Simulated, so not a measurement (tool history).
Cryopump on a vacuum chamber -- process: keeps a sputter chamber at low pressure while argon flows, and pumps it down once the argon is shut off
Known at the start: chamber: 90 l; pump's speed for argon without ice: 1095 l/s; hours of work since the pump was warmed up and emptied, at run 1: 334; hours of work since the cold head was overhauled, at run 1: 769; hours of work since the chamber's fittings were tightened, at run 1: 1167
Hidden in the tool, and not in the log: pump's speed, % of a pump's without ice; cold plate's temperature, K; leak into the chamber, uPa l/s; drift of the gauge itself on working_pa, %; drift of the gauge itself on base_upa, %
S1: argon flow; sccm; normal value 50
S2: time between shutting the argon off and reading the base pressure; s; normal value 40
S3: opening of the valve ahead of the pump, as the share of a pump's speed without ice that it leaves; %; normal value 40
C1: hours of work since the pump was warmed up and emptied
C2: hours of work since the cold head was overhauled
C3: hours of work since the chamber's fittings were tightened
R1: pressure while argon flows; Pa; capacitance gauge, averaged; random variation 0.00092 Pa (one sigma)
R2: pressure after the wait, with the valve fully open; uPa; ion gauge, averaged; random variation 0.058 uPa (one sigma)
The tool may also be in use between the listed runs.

run	hour	S1	S2	S3	C1	C2	C3	R1	R2
1	0.0	50	40	40	334	769	1167	0.2245	4.83
# hour 47.0: pump warmed up, emptied and cooled again
2	106.0	50	40	40	25	812	1211	0.1965	4.42
3	202.4	50	103	40	67	854	1252	0.1978	2.50
4	281.5	50	103	40	101	888	1286	0.2010	2.62
5	336.6	50	103	40	125	911	1310	0.2046	2.64
6	395.0	50	103	40	150	937	1335	0.2057	2.75
7	460.3	50	103	40	178	965	1363	0.2065	2.68
8	522.6	50	103	27	205	991	1390	0.3015	2.80
9	646.3	50	103	27	258	1045	1443	0.3076	3.01
10	763.4	50	40	40	308	1095	1494	0.2222	4.98
11	823.1	50	40	40	334	1121	1519	0.2234	5.04
# hour 870.4: pump warmed up, emptied and cooled again
12	902.0	50	75	40	14	1153	1551	0.1965	3.12
13	984.4	50	75	40	49	1188	1587	0.1969	3.19
14	1084.9	50	75	40	92	1231	1630	0.1997	3.33
15	1211.8	50	40	40	147	1286	1684	0.2053	4.90
16	1327.1	50	40	32	197	1335	1734	0.2590	5.16
17	1441.0	50	40	40	246	1384	1783	0.2158	5.25
18	1529.4	50	62	40	284	1423	1821	0.2196	4.16
19	1617.6	20	175	22	322	1460	1859	0.1531	2.82
# hour 1697.1: pump warmed up, emptied and cooled again
20	1703.8	65	25	22	3	1495	1894	0.4559	6.77
21	1832.0	96	50	40	58	1551	1949	0.3813	4.41
22	1925.7	93	37	32	98	1591	1989	0.4681	5.34
23	2051.4	93	55	41	152	1645	2044	0.3750	4.31
24	2165.3	50	23	55	201	1694	2093	0.1576	7.87
25	2268.7	50	23	55	246	1738	2137	0.1631	8.06
26	2355.4	50	23	55	283	1776	2174	0.1659	8.08
27	2436.6	50	56	40	318	1811	2209	0.2247	4.75
# hour 2525.4: pump warmed up, emptied and cooled again
28	2546.2	85	27	55	9	1856	2254	0.2400	6.93
29	2620.3	25	40	40	41	1888	2286	0.0979	5.38
30	2675.6	25	40	40	65	1911	2310	0.0994	5.28
31	2805.2	53	40	40	120	1967	2366	0.2158	5.58
32	2873.7	53	40	40	150	1997	2395	0.2187	5.43
33	2979.3	53	40	59	195	2042	2441	0.1577	5.50
34	3071.8	30	107	17	235	2082	2480	0.2863	3.70

A few steps of R1 between consecutive runs. Split each: what settings, incoming material and random variation would produce without the hidden state, and what is left over for the hidden state, along with gauge scatter present in only one of the two compared results (measured, and without hidden state):
Run 1 -> 2: pump warmed up, emptied and cooled again. R1 -0.0280 Pa: hidden state -0.0296, all else +0.0016.
Run 11 -> 12: S2 40 -> 75, pump warmed up, emptied and cooled again. R1 -0.0269 Pa: hidden state -0.0291, all else +0.0022.
Run 19 -> 20: S1 20 -> 65, S2 175 -> 25, pump warmed up, emptied and cooled again. R1 +0.3028 Pa: hidden state -0.0105, all else +0.3133.
Run 23 -> 24: S1 93 -> 50, S2 55 -> 23, S3 41 -> 55. R1 -0.2174 Pa: hidden state -0.0061, all else -0.2113.
Run 27 -> 28: S1 50 -> 85, S2 56 -> 27, S3 40 -> 55, pump warmed up, emptied and cooled again. R1 +0.0153 Pa: hidden state -0.0269, all else +0.0422.
Run 28 -> 29: S1 85 -> 25, S2 27 -> 40, S3 55 -> 40. R1 -0.1421 Pa: hidden state -0.0017, all else -0.1404.
